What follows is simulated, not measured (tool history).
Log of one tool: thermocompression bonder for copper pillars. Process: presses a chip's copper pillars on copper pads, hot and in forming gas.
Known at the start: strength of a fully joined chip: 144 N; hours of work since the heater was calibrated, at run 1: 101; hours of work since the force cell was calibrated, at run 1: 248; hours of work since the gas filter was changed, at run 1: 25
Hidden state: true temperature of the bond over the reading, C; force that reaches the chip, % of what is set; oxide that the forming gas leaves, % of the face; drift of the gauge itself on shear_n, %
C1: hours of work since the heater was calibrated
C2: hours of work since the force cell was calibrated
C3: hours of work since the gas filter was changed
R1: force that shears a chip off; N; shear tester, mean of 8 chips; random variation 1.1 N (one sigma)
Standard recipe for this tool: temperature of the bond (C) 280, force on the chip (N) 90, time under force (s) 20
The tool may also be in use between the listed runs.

run 1 hour=0.0 | temperature_of_the_bond_(C)=280 force_on_the_chip_(N)=90 time_under_force_(s)=20 | C1=101 C2=248 C3=25 | R1=101.2
run 2 hour=61.0 | temperature_of_the_bond_(C)=280 force_on_the_chip_(N)=90 time_under_force_(s)=20 | C1=148 C2=295 C3=72 | R1=100.9
run 3 hour=107.8 | temperature_of_the_bond_(C)=280 force_on_the_chip_(N)=90 time_under_force_(s)=20 | C1=184 C2=331 C3=108 | R1=100.1
run 4 hour=146.1 | temperature_of_the_bond_(C)=280 force_on_the_chip_(N)=90 time_under_force_(s)=20 | C1=214 C2=361 C3=138 | R1=97.2
run 5 hour=206.3 | temperature_of_the_bond_(C)=280 force_on_the_chip_(N)=90 time_under_force_(s)=20 | C1=260 C2=407 C3=184 | R1=95.1
run 6 hour=249.2 | temperature_of_the_bond_(C)=280 force_on_the_chip_(N)=90 time_under_force_(s)=20 | C1=294 C2=440 C3=217 | R1=94.8
run 7 hour=298.6 | temperature_of_the_bond_(C)=280 force_on_the_chip_(N)=90 time_under_force_(s)=20 | C1=332 C2=478 C3=255 | R1=93.3
-- hour=328.2 forming gas filter changed
run 8 hour=334.8 | temperature_of_the_bond_(C)=278 force_on_the_chip_(N)=90 time_under_force_(s)=20 | C1=359 C2=506 C3=5 | R1=101.2
run 9 hour=402.6 | temperature_of_the_bond_(C)=278 force_on_the_chip_(N)=90 time_under_force_(s)=20 | C1=411 C2=558 C3=57 | R1=96.5
run 10 hour=472.1 | temperature_of_the_bond_(C)=278 force_on_the_chip_(N)=90 time_under_force_(s)=20 | C1=465 C2=612 C3=111 | R1=95.7
run 11 hour=508.8 | temperature_of_the_bond_(C)=278 force_on_the_chip_(N)=120 time_under_force_(s)=20 | C1=493 C2=640 C3=139 | R1=105.9
run 12 hour=560.4 | temperature_of_the_bond_(C)=280 force_on_the_chip_(N)=90 time_under_force_(s)=20 | C1=533 C2=680 C3=179 | R1=94.6
run 13 hour=599.7 | temperature_of_the_bond_(C)=280 force_on_the_chip_(N)=90 time_under_force_(s)=20 | C1=563 C2=710 C3=209 | R1=91.9
run 14 hour=649.3 | temperature_of_the_bond_(C)=280 force_on_the_chip_(N)=90 time_under_force_(s)=20 | C1=602 C2=749 C3=248 | R1=91.1
run 15 hour=685.1 | temperature_of_the_bond_(C)=280 force_on_the_chip_(N)=90 time_under_force_(s)=20 | C1=629 C2=776 C3=275 | R1=89.2
-- hour=690.1 forming gas filter changed
run 16 hour=732.8 | temperature_of_the_bond_(C)=280 force_on_the_chip_(N)=55 time_under_force_(s)=20 | C1=666 C2=813 C3=33 | R1=76.7
run 17 hour=775.1 | temperature_of_the_bond_(C)=277 force_on_the_chip_(N)=55 time_under_force_(s)=20 | C1=698 C2=845 C3=66 | R1=73.4
run 18 hour=811.3 | temperature_of_the_bond_(C)=300 force_on_the_chip_(N)=65 time_under_force_(s)=20 | C1=726 C2=873 C3=93 | R1=100.8
run 19 hour=881.7 | temperature_of_the_bond_(C)=256 force_on_the_chip_(N)=65 time_under_force_(s)=30 | C1=781 C2=928 C3=148 | R1=70.4
run 20 hour=914.8 | temperature_of_the_bond_(C)=274 force_on_the_chip_(N)=66 time_under_force_(s)=30 | C1=806 C2=953 C3=173 | R1=86.6
run 21 hour=961.7 | temperature_of_the_bond_(C)=275 force_on_the_chip_(N)=104 time_under_force_(s)=37 | C1=842 C2=989 C3=210 | R1=105.7
run 22 hour=1002.3 | temperature_of_the_bond_(C)=296 force_on_the_chip_(N)=59 time_under_force_(s)=36 | C1=874 C2=1021 C3=241 | R1=97.5
-- hour=1051.9 forming gas filter changed
run 23 hour=1063.1 | temperature_of_the_bond_(C)=296 force_on_the_chip_(N)=59 time_under_force_(s)=36 | C1=920 C2=1067 C3=9 | R1=107.8
run 24 hour=1114.5 | temperature_of_the_bond_(C)=252 force_on_the_chip_(N)=90 time_under_force_(s)=10 | C1=960 C2=1107 C3=48 | R1=55.4
run 25 hour=1148.9 | temperature_of_the_bond_(C)=278 force_on_the_chip_(N)=68 time_under_force_(s)=36 | C1=986 C2=1133 C3=75 | R1=96.6
run 26 hour=1181.9 | temperature_of_the_bond_(C)=301 force_on_the_chip_(N)=56 time_under_force_(s)=16 | C1=1012 C2=1159 C3=100 | R1=86.4
run 27 hour=1218.3 | temperature_of_the_bond_(C)=284 force_on_the_chip_(N)=124 time_under_force_(s)=13 | C1=1040 C2=1187 C3=128 | R1=99.5
run 28 hour=1259.5 | temperature_of_the_bond_(C)=284 force_on_the_chip_(N)=124 time_under_force_(s)=13 | C1=1072 C2=1219 C3=160 | R1=98.3
-- hour=1289.8 force cell calibrated
run 29 hour=1296.5 | temperature_of_the_bond_(C)=253 force_on_the_chip_(N)=93 time_under_force_(s)=13 | C1=1099 C2=5 C3=188 | R1=55.9
run 30 hour=1332.2 | temperature_of_the_bond_(C)=253 force_on_the_chip_(N)=93 time_under_force_(s)=13 | C1=1127 C2=33 C3=215 | R1=55.5
run 31 hour=1367.0 | temperature_of_the_bond_(C)=253 force_on_the_chip_(N)=93 time_under_force_(s)=13 | C1=1154 C2=60 C3=242 | R1=53.8

Here are 3 independent what-if runs from the current tool condition. What would each one return?
-- hour=1412.9 forming gas filter changed
run A hour=1435.1 | temperature_of_the_bond_(C)=280 force_on_the_chip_(N)=79 time_under_force_(s)=20 | C1=1206 C2=112 C3=17 | R1=?
-- hour=1412.9 forming gas filter changed
run B hour=1435.1 | temperature_of_the_bond_(C)=299 force_on_the_chip_(N)=90 time_under_force_(s)=13 | C1=1206 C2=112 C3=17 | R1=?
-- hour=1412.9 forming gas filter changed
run C hour=1435.1 | temperature_of_the_bond_(C)=280 force_on_the_chip_(N)=96 time_under_force_(s)=31 | C1=1206 C2=112 C3=17 | R1=?

run=A R1=87.3
run=B R1=97.6
run=C R1=107.1
With no hidden state in the tool, these same runs would have given:
run=A R1=96.5
run=B R1=106.1
run=C R1=115.7
